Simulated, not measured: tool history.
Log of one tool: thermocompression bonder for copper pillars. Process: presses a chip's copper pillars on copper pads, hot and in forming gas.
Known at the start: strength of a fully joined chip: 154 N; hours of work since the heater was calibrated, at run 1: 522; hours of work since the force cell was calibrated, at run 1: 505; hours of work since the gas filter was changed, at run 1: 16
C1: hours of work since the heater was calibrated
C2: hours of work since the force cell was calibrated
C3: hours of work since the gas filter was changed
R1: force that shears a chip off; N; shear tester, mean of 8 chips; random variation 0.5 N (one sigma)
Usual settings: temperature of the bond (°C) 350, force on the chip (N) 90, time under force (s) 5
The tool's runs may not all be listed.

{"run": 1, "hour": 0.0, "temperature of the bond (°C)": 350, "force on the chip (N)": 90, "time under force (s)": 5, "C1": 522, "C2": 505, "C3": 16, "R1": 65.9}
{"run": 2, "hour": 10.8, "temperature of the bond (°C)": 326, "force on the chip (N)": 90, "time under force (s)": 5, "C1": 530, "C2": 514, "C3": 24, "R1": 54.7}
{"run": 3, "hour": 25.9, "temperature of the bond (°C)": 326, "force on the chip (N)": 90, "time under force (s)": 5, "C1": 542, "C2": 525, "C3": 36, "R1": 54.1}
{"run": 4, "hour": 43.9, "temperature of the bond (°C)": 350, "force on the chip (N)": 90, "time under force (s)": 8, "C1": 556, "C2": 539, "C3": 50, "R1": 80.0}
{"run": 5, "hour": 64.7, "temperature of the bond (°C)": 350, "force on the chip (N)": 84, "time under force (s)": 5, "C1": 572, "C2": 555, "C3": 66, "R1": 62.3}
{"run": 6, "hour": 78.2, "temperature of the bond (°C)": 350, "force on the chip (N)": 84, "time under force (s)": 5, "C1": 582, "C2": 565, "C3": 76, "R1": 62.6}
{"run": 7, "hour": 94.1, "temperature of the bond (°C)": 350, "force on the chip (N)": 84, "time under force (s)": 5, "C1": 594, "C2": 578, "C3": 88, "R1": 62.2}
{"run": 8, "hour": 108.5, "temperature of the bond (°C)": 350, "force on the chip (N)": 90, "time under force (s)": 5, "C1": 605, "C2": 589, "C3": 99, "R1": 66.5}
{"run": 9, "hour": 131.9, "temperature of the bond (°C)": 350, "force on the chip (N)": 90, "time under force (s)": 5, "C1": 623, "C2": 607, "C3": 117, "R1": 66.6}
{"run": 10, "hour": 152.9, "temperature of the bond (°C)": 350, "force on the chip (N)": 90, "time under force (s)": 5, "C1": 639, "C2": 623, "C3": 133, "R1": 66.6}
{"run": 11, "hour": 170.3, "temperature of the bond (°C)": 350, "force on the chip (N)": 90, "time under force (s)": 5, "C1": 653, "C2": 636, "C3": 147, "R1": 66.5}
{"run": 12, "hour": 181.5, "temperature of the bond (°C)": 350, "force on the chip (N)": 90, "time under force (s)": 5, "C1": 661, "C2": 645, "C3": 155, "R1": 66.2}
{"run": 13, "hour": 204.6, "temperature of the bond (°C)": 350, "force on the chip (N)": 90, "time under force (s)": 5, "C1": 679, "C2": 662, "C3": 173, "R1": 67.0}
{"run": 14, "hour": 223.6, "temperature of the bond (°C)": 350, "force on the chip (N)": 90, "time under force (s)": 5, "C1": 694, "C2": 677, "C3": 188, "R1": 66.5}
{"run": 15, "hour": 246.1, "temperature of the bond (°C)": 350, "force on the chip (N)": 90, "time under force (s)": 5, "C1": 711, "C2": 694, "C3": 205, "R1": 65.8}
{"run": 16, "hour": 265.2, "temperature of the bond (°C)": 350, "force on the chip (N)": 90, "time under force (s)": 5, "C1": 726, "C2": 709, "C3": 219, "R1": 65.6}
{"run": 17, "hour": 277.1, "temperature of the bond (°C)": 350, "force on the chip (N)": 90, "time under force (s)": 5, "C1": 735, "C2": 718, "C3": 229, "R1": 66.8}
{"run": 18, "hour": 292.6, "temperature of the bond (°C)": 350, "force on the chip (N)": 90, "time under force (s)": 5, "C1": 746, "C2": 730, "C3": 240, "R1": 65.8}
{"hour": 305.2, "done": "forming gas filter changed"}
{"run": 19, "hour": 305.5, "temperature of the bond (°C)": 345, "force on the chip (N)": 90, "time under force (s)": 5, "C1": 756, "C2": 739, "C3": 0, "R1": 63.2}
{"run": 20, "hour": 322.2, "temperature of the bond (°C)": 345, "force on the chip (N)": 90, "time under force (s)": 5, "C1": 769, "C2": 752, "C3": 13, "R1": 64.4}
{"run": 21, "hour": 336.2, "temperature of the bond (°C)": 345, "force on the chip (N)": 90, "time under force (s)": 5, "C1": 780, "C2": 763, "C3": 24, "R1": 64.0}
{"run": 22, "hour": 351.7, "temperature of the bond (°C)": 345, "force on the chip (N)": 90, "time under force (s)": 5, "C1": 791, "C2": 775, "C3": 36, "R1": 64.6}
{"run": 23, "hour": 366.0, "temperature of the bond (°C)": 345, "force on the chip (N)": 90, "time under force (s)": 5, "C1": 802, "C2": 786, "C3": 47, "R1": 63.3}
{"run": 24, "hour": 378.2, "temperature of the bond (°C)": 345, "force on the chip (N)": 90, "time under force (s)": 5, "C1": 812, "C2": 795, "C3": 56, "R1": 64.4}
{"run": 25, "hour": 394.5, "temperature of the bond (°C)": 369, "force on the chip (N)": 67, "time under force (s)": 13, "C1": 824, "C2": 808, "C3": 69, "R1": 83.9}
{"run": 26, "hour": 418.7, "temperature of the bond (°C)": 361, "force on the chip (N)": 105, "time under force (s)": 3, "C1": 843, "C2": 826, "C3": 87, "R1": 67.9}
{"run": 27, "hour": 441.7, "temperature of the bond (°C)": 361, "force on the chip (N)": 105, "time under force (s)": 3, "C1": 861, "C2": 844, "C3": 105, "R1": 67.4}
{"run": 28, "hour": 457.5, "temperature of the bond (°C)": 374, "force on the chip (N)": 66, "time under force (s)": 7, "C1": 873, "C2": 856, "C3": 117, "R1": 69.4}
{"run": 29, "hour": 480.9, "temperature of the bond (°C)": 374, "force on the chip (N)": 59, "time under force (s)": 7, "C1": 891, "C2": 874, "C3": 135, "R1": 63.0}
{"run": 30, "hour": 501.6, "temperature of the bond (°C)": 370, "force on the chip (N)": 106, "time under force (s)": 5, "C1": 906, "C2": 890, "C3": 151, "R1": 87.9}
{"run": 31, "hour": 518.4, "temperature of the bond (°C)": 348, "force on the chip (N)": 82, "time under force (s)": 14, "C1": 919, "C2": 903, "C3": 164, "R1": 86.1}
{"run": 32, "hour": 537.6, "temperature of the bond (°C)": 373, "force on the chip (N)": 97, "time under force (s)": 4, "C1": 934, "C2": 917, "C3": 178, "R1": 78.0}
{"run": 33, "hour": 547.4, "temperature of the bond (°C)": 373, "force on the chip (N)": 97, "time under force (s)": 4, "C1": 942, "C2": 925, "C3": 186, "R1": 77.2}
{"run": 34, "hour": 570.3, "temperature of the bond (°C)": 350, "force on the chip (N)": 82, "time under force (s)": 5, "C1": 959, "C2": 943, "C3": 203, "R1": 60.6}
{"run": 35, "hour": 583.0, "temperature of the bond (°C)": 347, "force on the chip (N)": 90, "time under force (s)": 5, "C1": 969, "C2": 952, "C3": 213, "R1": 64.6}
{"run": 36, "hour": 605.3, "temperature of the bond (°C)": 372, "force on the chip (N)": 57, "time under force (s)": 8, "C1": 986, "C2": 969, "C3": 230, "R1": 63.1}
{"run": 37, "hour": 620.1, "temperature of the bond (°C)": 350, "force on the chip (N)": 90, "time under force (s)": 5, "C1": 997, "C2": 981, "C3": 242, "R1": 66.5}
{"hour": 632.4, "done": "forming gas filter changed"}
{"run": 38, "hour": 640.5, "temperature of the bond (°C)": 350, "force on the chip (N)": 90, "time under force (s)": 5, "C1": 1013, "C2": 996, "C3": 6, "R1": 66.7}
{"run": 39, "hour": 655.2, "temperature of the bond (°C)": 350, "force on the chip (N)": 64, "time under force (s)": 8, "C1": 1024, "C2": 1007, "C3": 17, "R1": 58.2}

Forecast each of these 4 alternatives for the next run:
{"run": "A", "hour": 679.5, "temperature of the bond (°C)": 332, "force on the chip (N)": 87, "time under force (s)": 4, "C1": 1043, "C2": 1026, "C3": 36, "R1": "?"}
{"run": "B", "hour": 679.5, "temperature of the bond (°C)": 374, "force on the chip (N)": 90, "time under force (s)": 9, "C1": 1043, "C2": 1026, "C3": 36, "R1": "?"}
{"run": "C", "hour": 679.5, "temperature of the bond (°C)": 364, "force on the chip (N)": 101, "time under force (s)": 4, "C1": 1043, "C2": 1026, "C3": 36, "R1": "?"}
{"run": "D", "hour": 679.5, "temperature of the bond (°C)": 350, "force on the chip (N)": 61, "time under force (s)": 5, "C1": 1043, "C2": 1026, "C3": 36, "R1": "?"}

run=A R1=51.2
run=B R1=96.7
run=C R1=75.9
run=D R1=47.3
Without the tool's hidden state the same runs would have given:
run=A R1=51.3
run=B R1=96.8
run=C R1=76.0
run=D R1=47.4
